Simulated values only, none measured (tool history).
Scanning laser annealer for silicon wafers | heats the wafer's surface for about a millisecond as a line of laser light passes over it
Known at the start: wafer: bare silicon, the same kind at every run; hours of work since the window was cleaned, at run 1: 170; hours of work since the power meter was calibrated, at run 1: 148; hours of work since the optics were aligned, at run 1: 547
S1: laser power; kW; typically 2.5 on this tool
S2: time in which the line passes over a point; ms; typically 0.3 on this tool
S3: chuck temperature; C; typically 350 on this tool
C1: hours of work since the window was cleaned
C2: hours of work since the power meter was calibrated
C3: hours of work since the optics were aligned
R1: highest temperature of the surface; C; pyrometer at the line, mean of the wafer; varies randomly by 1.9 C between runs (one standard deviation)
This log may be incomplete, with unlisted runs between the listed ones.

run	day	S1	S2	S3	C1	C2	C3	R1
1	0	2.5	0.3	350	170	148	547	1144
2	0.267	2.5	0.3	350	174	153	552	1142
3	0.683	2.5	0.3	335	182	160	560	1128
4	0.883	2.5	0.3	335	186	164	564	1127
5	1.171	2.5	0.3	335	191	170	569	1127
6	1.458	2.5	0.3	335	196	175	574	1127
7	1.925	2.5	0.3	335	205	183	583	1127
8	2.188	2.5	0.3	335	210	188	588	1128
9	2.396	2.5	0.3	329	214	192	592	1116
10	2.633	2.5	0.3	329	218	196	596	1117
11	3	2.5	0.3	329	225	203	603	1118
12	3.338	2.5	0.3	329	231	209	609	1114
13	3.633	2.5	0.3	329	236	215	614	1120
14	3.912	2.5	0.3	329	242	220	620	1116
15	4.138	2.5	0.267	350	246	224	624	1095
16	4.604	2.5	0.3	350	254	233	632	1135
17	4.804	2.5	0.3	350	258	236	636	1139
18	5.146	2.5	0.3	350	264	243	642	1136
19	5.375	2.158	0.3	350	269	247	646	1027
20	5.679	2.5	0.31	350	274	253	652	1148
21	5.992	2.158	0.3	350	280	258	658	1025
22	6.333	2.158	0.3	312	286	265	664	983
23	6.688	2.5	0.283	330	293	271	671	1094
24	7.058	2.5	0.368	326	300	278	677	1188
25	7.471	2.611	0.225	330	307	286	685	1040
26	7.825	2.345	0.225	355	314	292	692	993
27	8.021	2.455	0.311	339	317	296	695	1119
28	8.375	2.5	0.244	350	324	302	702	1051
29	8.654	2.5	0.244	350	329	307	707	1053
30	8.842	2.5	0.244	350	333	311	710	1054
31	9.283	2.5	0.244	350	341	319	718	1054
32	9.475	2.5	0.376	350	344	323	722	1225
33	9.675	2.5	0.376	350	348	326	726	1221
34	9.875	2.171	0.3	380	352	330	729	1056
35	10.338	2.39	0.335	368	360	338	738	1154
36	10.571	2.348	0.292	389	364	343	742	1108
37	11.017	2.316	0.3	350	373	351	750	1070
38	11.408	2.425	0.3	342	380	358	758	1098
39	11.808	2.473	0.334	356	387	365	765	1163
40	12.171	2.627	0.222	353	394	372	772	1059
41	12.596	2.627	0.222	353	402	380	780	1054
42	13.038	2.273	0.232	321	410	388	788	936

Forecast each of these 3 alternatives for the next run:
A	13.321	2.5	0.3	337	415	393	793	?
B	13.321	2.346	0.3	350	415	393	793	?
C	13.321	2.273	0.232	340	415	393	793	?

run	R1
A	1116
B	1076
C	958
Without the tool's unlogged condition, the same runs would have read:
run	R1
A	1164
B	1121
C	996

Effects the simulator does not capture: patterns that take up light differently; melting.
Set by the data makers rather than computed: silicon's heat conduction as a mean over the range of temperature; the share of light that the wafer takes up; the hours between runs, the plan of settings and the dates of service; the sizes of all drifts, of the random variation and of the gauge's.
